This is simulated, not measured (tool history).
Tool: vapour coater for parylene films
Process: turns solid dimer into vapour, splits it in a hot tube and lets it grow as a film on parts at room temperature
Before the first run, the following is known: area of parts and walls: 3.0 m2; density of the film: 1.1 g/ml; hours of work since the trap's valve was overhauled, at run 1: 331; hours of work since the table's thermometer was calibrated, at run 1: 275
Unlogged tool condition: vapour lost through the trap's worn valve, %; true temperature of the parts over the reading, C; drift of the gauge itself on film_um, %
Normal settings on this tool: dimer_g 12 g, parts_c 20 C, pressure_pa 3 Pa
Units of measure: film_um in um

run	hour	dimer_g	parts_c	pressure_pa	hours of work since the trap's valve was overhauled	hours of work since the table's thermometer was calibrated	film_um
1	0	12	20	3	331	275	2.43
2	52.9	12	20	9.01	370	313	2.02
3	104.2	12	20	9.01	407	351	2.02
4	145.7	12	20	9.01	437	381	2.02
5	199.2	12	20	9.01	475	419	1.99
# hour 259.5: trap's valve overhauled
6	260.9	12	20	9.01	1	461	2.11
7	303.4	9	20	3	32	492	1.89
8	346.1	9	20	3	63	523	1.86
9	379.8	9	20	3	87	547	1.87
10	428	9	20	3	122	582	1.86
11	482.3	9	20	3	161	621	1.88
12	538.2	12	14	3	202	662	3.19
13	581.3	12	26	3	233	693	1.91
14	605	12	26	3	250	710	1.9
15	661.9	5	24	11.65	291	751	0.68
16	697	19	17	11.65	317	777	3.46
17	727.6	12	27	3.44	339	799	1.78
18	763	12	12	9.64	364	825	2.78
19	797.3	7	20	3	389	849	1.41
20	843.2	7	14	3	422	883	1.77
21	895.4	6	32	3	460	920	0.73
22	927.8	14	32	4.49	484	944	1.6
# hour 978.2: trap's valve overhauled
23	988.1	19	20	4.48	7	985	3.68
24	1042.5	18	18	3	47	1024	4.08
25	1081.7	8	15	5.96	75	1052	1.81
# hour 1109.5: table's thermometer calibrated
26	1123.1	8	15	8.87	104	10	1.7
27	1161.9	12	18	3	132	38	2.76

For each run, the measured value with the value that run would have given without the tool's hidden condition subtracted. The run-to-run variation is shared by both, the gauge scatter possibly not:
run	film_um
1	-0.11
2	-0.11
3	-0.11
4	-0.12
5	-0.14
6	-0.04
7	-0.04
8	-0.04
9	-0.05
10	-0.06
11	-0.07
12	-0.14
13	-0.09
14	-0.1
15	-0.04
16	-0.21
17	-0.11
18	-0.19
19	-0.1
20	-0.13
21	-0.05
22	-0.13
23	-0.13
24	-0.17
25	-0.08
26	-0.02
27	-0.05

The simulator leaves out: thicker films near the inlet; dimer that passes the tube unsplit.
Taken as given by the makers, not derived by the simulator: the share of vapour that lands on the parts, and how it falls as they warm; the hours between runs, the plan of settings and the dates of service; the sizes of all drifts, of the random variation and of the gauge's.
